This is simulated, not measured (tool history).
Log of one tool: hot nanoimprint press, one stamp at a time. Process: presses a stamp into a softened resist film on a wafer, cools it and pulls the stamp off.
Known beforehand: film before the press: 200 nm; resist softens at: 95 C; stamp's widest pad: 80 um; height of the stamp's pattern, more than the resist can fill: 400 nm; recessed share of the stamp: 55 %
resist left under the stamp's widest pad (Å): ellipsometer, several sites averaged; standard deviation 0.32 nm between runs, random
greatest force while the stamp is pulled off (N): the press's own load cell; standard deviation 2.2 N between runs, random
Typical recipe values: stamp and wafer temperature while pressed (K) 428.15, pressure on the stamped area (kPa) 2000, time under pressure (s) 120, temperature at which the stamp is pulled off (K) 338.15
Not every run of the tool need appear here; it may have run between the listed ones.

run,hour,stamp and wafer temperature while pressed (K),pressure on the stamped area (kPa),time under pressure (s),temperature at which the stamp is pulled off (K),resist left under the stamp's widest pad (Å),greatest force while the stamp is pulled off (N)
1,0.0,428.15,2000,120,338.15,717,126
2,21.1,433.15,2000,120,338.15,585,114
3,37.7,439.15,2000,120,338.15,459,124
4,51.5,439.15,2000,120,338.15,460,126
5,76.9,428.15,2860,120,338.15,601,126
6,91.4,428.15,2860,120,338.15,596,128
7,103.6,427.15,2860,120,338.15,620,132
8,117.3,438.15,2000,120,338.15,471,131
9,144.3,438.15,2000,120,338.15,475,131
10,161.0,438.15,2000,196,338.15,388,130
11,182.9,438.15,2000,196,338.15,385,137
12,198.2,438.15,2000,196,338.15,380,139
13,219.6,438.15,2000,196,338.15,381,139
14,243.0,432.15,2000,137,338.15,564,136
15,256.5,432.15,2000,137,338.15,570,143
16,284.6,416.15,2020,120,338.15,1147,147
17,307.8,416.15,2020,120,338.15,1152,148
18,328.6,428.15,2000,120,328.15,701,164
19,344.7,428.15,2000,120,328.15,703,172
20,359.8,428.15,2000,120,328.15,700,169
21,381.3,428.15,1560,188,328.15,659,174
22,410.4,428.15,2000,143,338.15,650,158
23,439.6,428.15,2000,64,337.15,903,159
24,453.9,428.15,2000,69,338.15,866,155
# hour 484.2: plate thermocouple calibrated
25,485.0,428.15,2270,182,345.15,588,151
26,514.0,428.15,2270,182,345.15,585,155

5 ways to go on from here, each from the tool as it stands after run 26. What would each give?
A,526.0,428.15,3010,120,340.15,?,?
B,526.0,420.15,2270,232,345.15,?,?
C,526.0,418.15,2000,120,336.15,?,?
D,526.0,428.15,2420,117,331.15,?,?
E,526.0,427.15,2940,182,345.15,?,?

run,resist left under the stamp's widest pad (Å),greatest force while the stamp is pulled off (N)
A,608,165
B,764,155
C,1120,173
D,680,184
E,542,157
Without the tool's unlogged condition, the same runs would have read:
run,resist left under the stamp's widest pad (Å),greatest force while the stamp is pulled off (N)
A,596,96
B,754,91
C,1110,102
D,670,108
E,532,93
